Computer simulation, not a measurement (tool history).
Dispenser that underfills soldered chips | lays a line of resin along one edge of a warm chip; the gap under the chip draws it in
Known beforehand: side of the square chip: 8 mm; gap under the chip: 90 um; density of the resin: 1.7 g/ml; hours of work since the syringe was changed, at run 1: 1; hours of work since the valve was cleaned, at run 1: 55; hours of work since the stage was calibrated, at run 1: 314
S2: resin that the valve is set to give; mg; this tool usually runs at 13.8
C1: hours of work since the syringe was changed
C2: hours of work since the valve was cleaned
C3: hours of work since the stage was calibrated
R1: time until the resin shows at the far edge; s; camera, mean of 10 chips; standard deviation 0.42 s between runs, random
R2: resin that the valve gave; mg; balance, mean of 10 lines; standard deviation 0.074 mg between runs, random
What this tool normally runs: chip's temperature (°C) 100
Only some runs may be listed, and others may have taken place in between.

run 1 hour=0.0 | chip's_temperature_(°C)=100 S2=13.8 | C1=1 C2=55 C3=314 | R1=30.6 R2=13.13
-- hour=8.7 new syringe of resin
run 2 hour=13.9 | chip's_temperature_(°C)=100 S2=13.8 | C1=4 C2=65 C3=323 | R1=38.3 R2=13.04
-- hour=19.6 new syringe of resin
-- hour=29.8 dispensing valve cleaned and set on the balance
run 3 hour=29.8 | chip's_temperature_(°C)=100 S2=12.1 | C1=7 C2=0 C3=334 | R1=50.3 R2=12.18
-- hour=31.4 new syringe of resin
run 4 hour=41.0 | chip's_temperature_(°C)=106 S2=12.1 | C1=7 C2=8 C3=342 | R1=40.4 R2=12.12
-- hour=42.2 new syringe of resin
run 5 hour=51.7 | chip's_temperature_(°C)=106 S2=12.1 | C1=7 C2=15 C3=349 | R1=39.7 R2=11.87
-- hour=53.0 new syringe of resin
-- hour=63.1 new syringe of resin
run 6 hour=64.8 | chip's_temperature_(°C)=106 S2=12.1 | C1=1 C2=24 C3=358 | R1=24.1 R2=11.96
-- hour=73.2 new syringe of resin
run 7 hour=76.2 | chip's_temperature_(°C)=90 S2=13.8 | C1=2 C2=32 C3=366 | R1=49.9 R2=13.34
-- hour=84.5 new syringe of resin
run 8 hour=93.5 | chip's_temperature_(°C)=90 S2=13.8 | C1=6 C2=44 C3=378 | R1=72.3 R2=13.25
-- hour=95.0 new syringe of resin
-- hour=105.1 new syringe of resin
run 9 hour=108.3 | chip's_temperature_(°C)=90 S2=13.8 | C1=2 C2=55 C3=388 | R1=50.6 R2=13.17
-- hour=116.1 new syringe of resin
run 10 hour=123.4 | chip's_temperature_(°C)=113 S2=13.8 | C1=5 C2=65 C3=399 | R1=24.5 R2=13.23
-- hour=126.2 new syringe of resin
-- hour=136.5 new syringe of resin
run 11 hour=136.5 | chip's_temperature_(°C)=100 S2=16.9 | C1=0 C2=74 C3=408 | R1=26.7 R2=16.04
-- hour=139.4 dispensing valve cleaned and set on the balance
-- hour=148.2 new syringe of resin
run 12 hour=153.6 | chip's_temperature_(°C)=100 S2=12.8 | C1=4 C2=10 C3=419 | R1=36.3 R2=12.77
-- hour=158.8 new syringe of resin
-- hour=168.5 stage's temperature calibrated
run 13 hour=168.5 | chip's_temperature_(°C)=100 S2=13.8 | C1=6 C2=20 C3=0 | R1=49.7 R2=13.63
-- hour=170.8 new syringe of resin
-- hour=181.0 new syringe of resin
run 14 hour=182.3 | chip's_temperature_(°C)=100 S2=13.8 | C1=1 C2=29 C3=9 | R1=31.6 R2=13.43
run 15 hour=190.3 | chip's_temperature_(°C)=100 S2=13.8 | C1=7 C2=35 C3=15 | R1=53.0 R2=13.42
-- hour=191.8 new syringe of resin
-- hour=202.8 new syringe of resin
run 16 hour=207.2 | chip's_temperature_(°C)=100 S2=13.4 | C1=3 C2=47 C3=27 | R1=38.7 R2=12.91
-- hour=213.8 new syringe of resin
run 17 hour=220.0 | chip's_temperature_(°C)=100 S2=13.4 | C1=4 C2=56 C3=36 | R1=42.6 R2=12.90
-- hour=224.1 new syringe of resin
run 18 hour=228.7 | chip's_temperature_(°C)=100 S2=13.4 | C1=3 C2=62 C3=42 | R1=39.8 R2=12.70
-- hour=234.8 new syringe of resin
run 19 hour=241.9 | chip's_temperature_(°C)=107 S2=17.2 | C1=5 C2=71 C3=51 | R1=31.9 R2=16.30
-- hour=245.3 new syringe of resin
-- hour=250.6 dispensing valve cleaned and set on the balance
-- hour=257.6 new syringe of resin
run 20 hour=257.8 | chip's_temperature_(°C)=107 S2=17.2 | C1=0 C2=5 C3=61 | R1=21.6 R2=17.15
run 21 hour=267.0 | chip's_temperature_(°C)=107 S2=17.2 | C1=7 C2=11 C3=68 | R1=37.9 R2=16.86
-- hour=268.6 new syringe of resin
-- hour=279.0 new syringe of resin
run 22 hour=283.7 | chip's_temperature_(°C)=107 S2=15.4 | C1=3 C2=23 C3=79 | R1=28.0 R2=15.04
-- hour=289.6 new syringe of resin
run 23 hour=296.1 | chip's_temperature_(°C)=90 S2=13.4 | C1=5 C2=32 C3=88 | R1=65.9 R2=12.91

Run 24 has not been measured yet. What should we expect?
-- hour=300.8 new syringe of resin
run 24 hour=306.7 | chip's_temperature_(°C)=96 S2=16.1 | C1=4 C2=39 C3=95 | R1=? R2=?

{"run 24": {"R1": 48.3, "R2": 15.63}}
Without the tool's hidden state the same run would have given R1 34.0 s, R2 16.22 mg.
